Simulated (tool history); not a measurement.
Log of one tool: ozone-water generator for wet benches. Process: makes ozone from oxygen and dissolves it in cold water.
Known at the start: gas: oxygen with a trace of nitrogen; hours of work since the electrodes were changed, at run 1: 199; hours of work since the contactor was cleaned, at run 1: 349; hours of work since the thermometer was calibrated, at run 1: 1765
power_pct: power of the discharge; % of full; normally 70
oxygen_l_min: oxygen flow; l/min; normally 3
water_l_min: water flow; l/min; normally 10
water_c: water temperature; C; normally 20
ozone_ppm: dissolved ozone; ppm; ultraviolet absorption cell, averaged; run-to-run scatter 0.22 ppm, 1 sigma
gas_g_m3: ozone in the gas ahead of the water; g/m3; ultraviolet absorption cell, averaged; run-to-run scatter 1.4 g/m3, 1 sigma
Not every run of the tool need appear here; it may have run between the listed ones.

run,hour,power_pct,oxygen_l_min,water_l_min,water_c,hours of work since the electrodes were changed,hours of work since the contactor was cleaned,hours of work since the thermometer was calibrated,ozone_ppm,gas_g_m3
1,0,70,3,10,20,199,349,1765,33.3,257.7
2,14,70,3,10,20,208,358,1775,33,257.5
3,43.1,70,3,10,20,229,379,1796,33.1,256.7
4,58.9,70,3,10,22,240,390,1807,32,258.6
5,73.5,70,3,10,22,250,400,1817,32.2,257.2
6,90,70,3,10,22,261,411,1828,32.6,261.1
7,107.5,70,3,10,22,274,424,1840,31.9,259.9
8,131.2,70,3,10,22,290,440,1857,32.4,259.7
9,156.5,70,3,10,22,308,458,1875,32.2,260.3
10,179.6,70,3,10,22,324,474,1891,31.9,260.7
11,201.4,70,3,10,16,339,489,1906,35.3,259.2
12,228.7,70,3,10,16,358,508,1925,35.4,262.5
13,253.6,50,3,10,20,376,526,1942,24.4,192.1
14,266.9,50,3,10,20,385,535,1952,24.4,191
15,281.3,50,3,10,20,395,545,1962,24.4,192.9
16,303.7,70,3.29,10,20,410,561,1977,32.7,246.4
17,318.7,43,2.95,6,16,421,571,1988,30.8,168.9
18,335.2,63,1.59,14,16,433,583,1999,24,356.3
19,355.5,49,3,10,26,447,597,2013,21.7,190

The next listed run, before its measurement:
20,370.5,72,1.83,10,16,457,607,2024,?,?

Run 20 gave ozone_ppm 37.5 ppm, gas_g_m3 367.5 g/m3.
Without the tool's hidden state the same run would have given ozone_ppm 37.5 ppm, gas_g_m3 362.3 g/m3.
